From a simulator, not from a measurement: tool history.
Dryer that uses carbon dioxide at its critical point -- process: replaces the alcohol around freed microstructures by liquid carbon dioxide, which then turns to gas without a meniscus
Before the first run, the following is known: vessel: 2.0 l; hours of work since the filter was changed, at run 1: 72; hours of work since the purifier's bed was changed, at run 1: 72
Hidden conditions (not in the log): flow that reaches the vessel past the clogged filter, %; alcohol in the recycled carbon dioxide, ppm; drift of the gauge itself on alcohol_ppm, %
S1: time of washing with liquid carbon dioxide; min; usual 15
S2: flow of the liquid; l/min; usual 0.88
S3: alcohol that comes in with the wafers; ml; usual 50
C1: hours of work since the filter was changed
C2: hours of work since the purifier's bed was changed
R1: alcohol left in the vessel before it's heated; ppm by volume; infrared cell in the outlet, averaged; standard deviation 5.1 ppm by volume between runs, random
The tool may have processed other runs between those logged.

{"run": 1, "hour": 0.0, "S1": 15, "S2": 0.88, "S3": 50, "C1": 72, "C2": 72, "R1": 93}
{"run": 2, "hour": 48.3, "S1": 15, "S2": 0.88, "S3": 50, "C1": 107, "C2": 107, "R1": 106}
{"run": 3, "hour": 106.1, "S1": 15, "S2": 0.88, "S3": 22, "C1": 149, "C2": 149, "R1": 82}
{"run": 4, "hour": 137.0, "S1": 22, "S2": 0.88, "S3": 50, "C1": 171, "C2": 171, "R1": 58}
{"run": 5, "hour": 198.7, "S1": 22, "S2": 0.88, "S3": 50, "C1": 215, "C2": 215, "R1": 69}
{"run": 6, "hour": 261.8, "S1": 15, "S2": 0.88, "S3": 50, "C1": 261, "C2": 261, "R1": 158}
{"run": 7, "hour": 290.2, "S1": 15, "S2": 0.88, "S3": 50, "C1": 281, "C2": 281, "R1": 156}
{"run": 8, "hour": 334.9, "S1": 15, "S2": 0.88, "S3": 50, "C1": 313, "C2": 313, "R1": 168}
{"run": 9, "hour": 389.1, "S1": 15, "S2": 0.88, "S3": 72, "C1": 352, "C2": 352, "R1": 211}
{"run": 10, "hour": 429.5, "S1": 15, "S2": 0.88, "S3": 72, "C1": 381, "C2": 381, "R1": 226}
{"run": 11, "hour": 476.8, "S1": 15, "S2": 0.88, "S3": 50, "C1": 415, "C2": 415, "R1": 201}
{"run": 12, "hour": 520.0, "S1": 15, "S2": 0.88, "S3": 50, "C1": 446, "C2": 446, "R1": 205}
{"run": 13, "hour": 576.8, "S1": 15, "S2": 0.88, "S3": 50, "C1": 487, "C2": 487, "R1": 238}
{"run": 14, "hour": 632.8, "S1": 15, "S2": 0.88, "S3": 50, "C1": 527, "C2": 527, "R1": 249}
{"run": 15, "hour": 688.8, "S1": 15, "S2": 0.88, "S3": 50, "C1": 567, "C2": 567, "R1": 257}
{"hour": 706.9, "done": "inlet filter changed"}
{"hour": 717.8, "done": "purifier's bed changed"}
{"run": 16, "hour": 718.4, "S1": 15, "S2": 0.88, "S3": 50, "C1": 6, "C2": 0, "R1": 71}
{"run": 17, "hour": 746.6, "S1": 15, "S2": 1.207, "S3": 30, "C1": 26, "C2": 21, "R1": 23}
{"run": 18, "hour": 784.2, "S1": 15, "S2": 1.207, "S3": 30, "C1": 53, "C2": 48, "R1": 20}
{"run": 19, "hour": 818.4, "S1": 15, "S2": 0.623, "S3": 27, "C1": 78, "C2": 72, "R1": 241}

What will run 20 give?
{"run": 20, "hour": 844.6, "S1": 10, "S2": 0.88, "S3": 42, "C1": 97, "C2": 91, "R1": "?"}

R1: 445 ppm by volume
Had the tool carried no hidden state, the very same run would have given R1 403 ppm by volume.
